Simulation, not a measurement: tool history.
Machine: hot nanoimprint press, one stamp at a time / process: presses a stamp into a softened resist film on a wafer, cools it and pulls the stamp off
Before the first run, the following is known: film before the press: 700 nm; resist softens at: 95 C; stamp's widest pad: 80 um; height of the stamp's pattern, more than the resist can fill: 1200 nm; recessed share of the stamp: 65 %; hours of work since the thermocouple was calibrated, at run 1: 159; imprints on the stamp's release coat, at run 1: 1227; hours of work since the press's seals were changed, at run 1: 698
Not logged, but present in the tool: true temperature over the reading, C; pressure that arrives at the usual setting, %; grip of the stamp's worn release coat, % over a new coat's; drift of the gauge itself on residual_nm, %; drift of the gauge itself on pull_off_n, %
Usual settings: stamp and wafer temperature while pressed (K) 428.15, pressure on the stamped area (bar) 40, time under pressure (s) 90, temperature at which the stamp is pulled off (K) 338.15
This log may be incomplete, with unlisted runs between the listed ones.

| run | hour | stamp and wafer temperature while pressed (K) | pressure on the stamped area (bar) | time under pressure (s) | temperature at which the stamp is pulled off (K) | hours of work since the thermocouple was calibrated | imprints on the stamp's release coat | hours of work since the press's seals were changed | resist left under the stamp's widest pad (angstrom) | greatest force while the stamp is pulled off (N) |
|---|---|---|---|---|---|---|---|---|---|---|
| 1 | 0 | 428.15 | 40 | 90 | 338.15 | 159 | 1227 | 698 | 2971 | 192 |
|  | 29.4 | stamp cleaned and given a new release coat |
| 2 | 31.9 | 428.15 | 40 | 90 | 338.15 | 176 | 8 | 715 | 2982 | 193 |
| 3 | 87.7 | 428.15 | 40 | 90 | 338.15 | 215 | 193 | 754 | 3018 | 195 |
| 4 | 128.6 | 428.15 | 40 | 90 | 338.15 | 243 | 329 | 782 | 3007 | 197 |
| 5 | 185.3 | 428.15 | 36.8 | 90 | 338.15 | 282 | 517 | 821 | 3129 | 194 |
| 6 | 227.6 | 428.15 | 36.8 | 90 | 338.15 | 311 | 657 | 850 | 3130 | 198 |
| 7 | 258 | 428.15 | 40 | 90 | 338.15 | 331 | 758 | 870 | 2966 | 195 |
| 8 | 288.3 | 428.15 | 40 | 90 | 338.15 | 352 | 858 | 891 | 2998 | 196 |
|  | 330.5 | press's hydraulic seals changed and the load cell set to zero |
| 9 | 338.7 | 428.15 | 40 | 90 | 338.15 | 381 | 999 | 6 | 2973 | 183 |
| 10 | 378.5 | 423.15 | 40 | 90 | 338.15 | 408 | 1131 | 33 | 3696 | 192 |
|  | 434.9 | stamp cleaned and given a new release coat |
| 11 | 442.7 | 423.15 | 40 | 90 | 338.15 | 448 | 26 | 73 | 3658 | 195 |
|  | 467.9 | plate thermocouple calibrated |
| 12 | 495 | 423.15 | 40 | 90 | 338.15 | 19 | 189 | 107 | 3775 | 194 |
| 13 | 524.1 | 423.15 | 40 | 90 | 338.15 | 39 | 285 | 127 | 3720 | 195 |
| 14 | 579.4 | 423.15 | 40 | 90 | 338.15 | 76 | 469 | 164 | 3737 | 190 |
| 15 | 608 | 423.15 | 40 | 90 | 338.15 | 96 | 564 | 184 | 3695 | 190 |
| 16 | 636.7 | 423.15 | 40 | 90 | 338.15 | 116 | 659 | 204 | 3727 | 195 |
| 17 | 676.8 | 428.15 | 42 | 54 | 346.15 | 143 | 792 | 231 | 3457 | 158 |
| 18 | 726.2 | 428.15 | 30.7 | 90 | 338.15 | 177 | 955 | 265 | 3394 | 193 |
| 19 | 762.9 | 436.15 | 40 | 90 | 338.15 | 202 | 1077 | 290 | 2137 | 196 |
| 20 | 795.3 | 435.15 | 40 | 174 | 338.15 | 224 | 1185 | 312 | 1689 | 185 |
|  | 834.4 | stamp cleaned and given a new release coat |
| 21 | 848.6 | 431.15 | 43.2 | 91 | 334.15 | 257 | 47 | 345 | 2511 | 209 |
| 22 | 885.6 | 431.15 | 43.2 | 91 | 334.15 | 282 | 170 | 370 | 2497 | 214 |
| 23 | 939 | 431.15 | 43.2 | 83 | 341.15 | 319 | 347 | 407 | 2597 | 179 |
| 24 | 971.3 | 437.15 | 46.4 | 48 | 326.15 | 341 | 454 | 429 | 2436 | 247 |
| 25 | 1028.1 | 425.15 | 40 | 95 | 333.15 | 380 | 642 | 468 | 3347 | 217 |
| 26 | 1080.4 | 428.15 | 36 | 65 | 338.15 | 416 | 816 | 504 | 3529 | 194 |
| 27 | 1110.5 | 428.15 | 36 | 65 | 338.15 | 436 | 916 | 524 | 3566 | 194 |
| 28 | 1141.2 | 428.15 | 40 | 90 | 338.15 | 457 | 1017 | 545 | 2994 | 194 |
|  | 1152.2 | plate thermocouple calibrated |
| 29 | 1203 | 425.15 | 28.2 | 90 | 327.15 | 35 | 1212 | 586 | 3983 | 246 |

Across each entry between runs, compare the hidden state at the last listed run before it with the hidden state at the first listed run after it:
After run 1, before run 2: stamp cleaned and given a new release coat (hour 29.4)
  pressure that arrives at the usual setting, %: 99.83 -> 99.82; grip of the stamp's worn release coat, % over a new coat's: 0.9 -> 0
After run 8, before run 9: press's hydraulic seals changed and the load cell set to zero (hour 330.5)
  pressure that arrives at the usual setting, %: 99.77 -> 100; grip of the stamp's worn release coat, % over a new coat's: 0.7 -> 0.8
After run 10, before run 11: stamp cleaned and given a new release coat (hour 434.9)
  pressure that arrives at the usual setting, %: 99.99 -> 99.98; grip of the stamp's worn release coat, % over a new coat's: 0.9 -> 0
After run 11, before run 12: plate thermocouple calibrated (hour 467.9)
  true temperature over the reading, C: 0.05 -> 0; pressure that arrives at the usual setting, %: 99.98 -> 99.97; grip of the stamp's worn release coat, % over a new coat's: 0 -> 0.1
After run 20, before run 21: stamp cleaned and given a new release coat (hour 834.4)
  grip of the stamp's worn release coat, % over a new coat's: 0.9 -> 0
After run 28, before run 29: plate thermocouple calibrated (hour 1152.2)
  true temperature over the reading, C: 0.04 -> 0.01; pressure that arrives at the usual setting, %: 99.85 -> 99.84; grip of the stamp's worn release coat, % over a new coat's: 0.8 -> 0.9
